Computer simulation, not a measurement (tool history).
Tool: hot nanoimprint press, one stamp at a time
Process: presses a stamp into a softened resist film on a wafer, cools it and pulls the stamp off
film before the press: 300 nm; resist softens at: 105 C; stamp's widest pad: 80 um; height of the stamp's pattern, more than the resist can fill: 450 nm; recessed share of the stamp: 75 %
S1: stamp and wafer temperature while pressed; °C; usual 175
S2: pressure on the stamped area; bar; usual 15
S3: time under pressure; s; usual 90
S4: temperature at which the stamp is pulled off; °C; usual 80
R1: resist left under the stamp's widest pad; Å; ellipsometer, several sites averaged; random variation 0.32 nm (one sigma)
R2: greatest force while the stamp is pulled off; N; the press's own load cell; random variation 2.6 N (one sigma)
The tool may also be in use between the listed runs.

{"run": 1, "day": 0.0, "S1": 175, "S2": 15, "S3": 90, "S4": 80, "R1": 1087, "R2": 163}
{"run": 2, "day": 2.196, "S1": 175, "S2": 20.3, "S3": 90, "S4": 80, "R1": 917, "R2": 179}
{"day": 3.367, "done": "stamp cleaned and given a new release coat"}
{"run": 3, "day": 4.388, "S1": 175, "S2": 15, "S3": 90, "S4": 73, "R1": 1084, "R2": 129}
{"run": 4, "day": 5.758, "S1": 175, "S2": 15, "S3": 90, "S4": 73, "R1": 1075, "R2": 136}
{"run": 5, "day": 6.9, "S1": 175, "S2": 15, "S3": 90, "S4": 73, "R1": 1076, "R2": 143}
{"run": 6, "day": 7.833, "S1": 175, "S2": 15, "S3": 90, "S4": 73, "R1": 1070, "R2": 143}
{"run": 7, "day": 9.146, "S1": 175, "S2": 15, "S3": 90, "S4": 80, "R1": 1076, "R2": 137}
{"run": 8, "day": 10.4, "S1": 175, "S2": 15, "S3": 90, "S4": 80, "R1": 1071, "R2": 138}
{"run": 9, "day": 11.658, "S1": 175, "S2": 15, "S3": 90, "S4": 80, "R1": 1068, "R2": 139}
{"day": 13.4, "done": "plate thermocouple calibrated"}
{"run": 10, "day": 13.738, "S1": 175, "S2": 20.2, "S3": 90, "S4": 80, "R1": 945, "R2": 153}
{"run": 11, "day": 14.721, "S1": 175, "S2": 20.2, "S3": 90, "S4": 80, "R1": 942, "R2": 155}
{"run": 12, "day": 15.967, "S1": 175, "S2": 20.2, "S3": 90, "S4": 80, "R1": 947, "R2": 156}
{"run": 13, "day": 17.896, "S1": 175, "S2": 20.2, "S3": 90, "S4": 80, "R1": 944, "R2": 162}
{"run": 14, "day": 19.883, "S1": 175, "S2": 20.2, "S3": 90, "S4": 80, "R1": 944, "R2": 172}
{"run": 15, "day": 21.846, "S1": 175, "S2": 20.2, "S3": 90, "S4": 80, "R1": 939, "R2": 175}
{"day": 22.754, "done": "stamp cleaned and given a new release coat"}
{"run": 16, "day": 23.267, "S1": 175, "S2": 15, "S3": 143, "S4": 80, "R1": 925, "R2": 124}
{"run": 17, "day": 25.35, "S1": 176, "S2": 15, "S3": 70, "S4": 73, "R1": 1149, "R2": 139}
{"run": 18, "day": 26.425, "S1": 176, "S2": 15, "S3": 70, "S4": 73, "R1": 1142, "R2": 141}
{"run": 19, "day": 28.658, "S1": 175, "S2": 17.1, "S3": 90, "S4": 74, "R1": 1015, "R2": 147}
{"run": 20, "day": 30.642, "S1": 175, "S2": 17.1, "S3": 90, "S4": 74, "R1": 1011, "R2": 150}
{"day": 31.121, "done": "press's hydraulic seals changed and the load cell set to zero"}
{"run": 21, "day": 32.833, "S1": 175, "S2": 17.1, "S3": 90, "S4": 74, "R1": 989, "R2": 165}
{"run": 22, "day": 34.475, "S1": 174, "S2": 15, "S3": 68, "S4": 79, "R1": 1236, "R2": 157}
{"day": 35.317, "done": "plate thermocouple calibrated"}
{"run": 23, "day": 36.788, "S1": 175, "S2": 15, "S3": 138, "S4": 72, "R1": 940, "R2": 172}
{"run": 24, "day": 38.371, "S1": 175, "S2": 15.6, "S3": 121, "S4": 80, "R1": 963, "R2": 164}
{"run": 25, "day": 40.225, "S1": 186, "S2": 15, "S3": 171, "S4": 80, "R1": 509, "R2": 173}
{"day": 42.396, "done": "stamp cleaned and given a new release coat"}
{"run": 26, "day": 42.738, "S1": 186, "S2": 15, "S3": 171, "S4": 80, "R1": 504, "R2": 116}
{"run": 27, "day": 44.004, "S1": 175, "S2": 10, "S3": 94, "S4": 80, "R1": 1335, "R2": 123}
{"run": 28, "day": 46.15, "S1": 175, "S2": 15, "S3": 63, "S4": 79, "R1": 1232, "R2": 134}
{"run": 29, "day": 47.446, "S1": 175, "S2": 15, "S3": 63, "S4": 79, "R1": 1224, "R2": 136}

Forecast each of these 4 alternatives for the next run:
{"run": "A", "day": 48.879, "S1": 175, "S2": 15.4, "S3": 90, "S4": 80, "R1": "?", "R2": "?"}
{"run": "B", "day": 48.879, "S1": 175, "S2": 15, "S3": 90, "S4": 74, "R1": "?", "R2": "?"}
{"run": "C", "day": 48.879, "S1": 175, "S2": 19, "S3": 110, "S4": 79, "R1": "?", "R2": "?"}
{"run": "D", "day": 48.879, "S1": 170, "S2": 18, "S3": 134, "S4": 80, "R1": "?", "R2": "?"}

run=A R1=1063 R2=136
run=B R1=1078 R2=149
run=C R1=873 R2=142
run=D R1=1090 R2=139
Without the tool's hidden state the same runs would have given:
run=A R1=1081 R2=118
run=B R1=1097 R2=130
run=C R1=887 R2=123
run=D R1=1109 R2=120

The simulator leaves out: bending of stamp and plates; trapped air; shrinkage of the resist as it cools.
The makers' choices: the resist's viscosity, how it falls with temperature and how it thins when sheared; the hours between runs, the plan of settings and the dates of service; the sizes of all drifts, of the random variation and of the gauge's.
